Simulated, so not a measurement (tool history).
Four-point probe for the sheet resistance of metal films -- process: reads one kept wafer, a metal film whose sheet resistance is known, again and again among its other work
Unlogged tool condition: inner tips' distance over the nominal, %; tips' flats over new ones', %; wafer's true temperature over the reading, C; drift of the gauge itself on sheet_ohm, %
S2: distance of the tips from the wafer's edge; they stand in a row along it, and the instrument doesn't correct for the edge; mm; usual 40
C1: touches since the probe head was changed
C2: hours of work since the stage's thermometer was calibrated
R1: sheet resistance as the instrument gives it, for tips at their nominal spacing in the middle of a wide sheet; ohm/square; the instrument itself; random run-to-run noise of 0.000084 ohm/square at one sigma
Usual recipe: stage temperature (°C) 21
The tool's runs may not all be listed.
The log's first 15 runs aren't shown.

{"day": 53.754, "done": "stage's thermometer calibrated"}
{"run": 16, "day": 56.242, "stage temperature (°C)": 27, "S2": 40, "C1": 15684, "C2": 42, "R1": 0.416843}
{"run": 17, "day": 59.438, "stage temperature (°C)": 21, "S2": 40, "C1": 18979, "C2": 96, "R1": 0.417406}
{"run": 18, "day": 61.996, "stage temperature (°C)": 21, "S2": 40, "C1": 21618, "C2": 139, "R1": 0.417363}
{"run": 19, "day": 64.225, "stage temperature (°C)": 21, "S2": 40, "C1": 23916, "C2": 176, "R1": 0.417296}
{"run": 20, "day": 68.925, "stage temperature (°C)": 21, "S2": 40, "C1": 28764, "C2": 256, "R1": 0.417148}
{"run": 21, "day": 72.646, "stage temperature (°C)": 21, "S2": 40, "C1": 32600, "C2": 318, "R1": 0.417121}
{"run": 22, "day": 74.875, "stage temperature (°C)": 21, "S2": 40, "C1": 34898, "C2": 356, "R1": 0.41703}
{"day": 77.371, "done": "stage's thermometer calibrated, once more"}
{"run": 23, "day": 77.375, "stage temperature (°C)": 34, "S2": 17, "C1": 37459, "C2": 0, "R1": 0.416832}
{"run": 24, "day": 80.583, "stage temperature (°C)": 34, "S2": 17, "C1": 40767, "C2": 54, "R1": 0.416781}
{"run": 25, "day": 84.983, "stage temperature (°C)": 26, "S2": 3, "C1": 45304, "C2": 128, "R1": 0.440375}
{"run": 26, "day": 88.646, "stage temperature (°C)": 26, "S2": 3, "C1": 49080, "C2": 190, "R1": 0.440221}
{"run": 27, "day": 92.004, "stage temperature (°C)": 20, "S2": 13, "C1": 52541, "C2": 247, "R1": 0.418723}
{"run": 28, "day": 94.892, "stage temperature (°C)": 18, "S2": 48, "C1": 55519, "C2": 295, "R1": 0.417652}
{"run": 29, "day": 96.925, "stage temperature (°C)": 29, "S2": 28, "C1": 57619, "C2": 330, "R1": 0.416446}
{"run": 30, "day": 101.879, "stage temperature (°C)": 29, "S2": 28, "C1": 62727, "C2": 413, "R1": 0.416331}
{"run": 31, "day": 106.1, "stage temperature (°C)": 18, "S2": 28, "C1": 67079, "C2": 484, "R1": 0.417573}
{"run": 32, "day": 108.554, "stage temperature (°C)": 20, "S2": 40, "C1": 69612, "C2": 525, "R1": 0.417223}

Run 33 is up next; what results do you expect?
{"run": 33, "day": 112.492, "stage temperature (°C)": 20, "S2": 64, "C1": 73669, "C2": 592, "R1": "?"}

Run 33 gave R1 0.41686 ohm/square.
Without the tool's hidden state the same run would have given R1 0.41828 ohm/square.
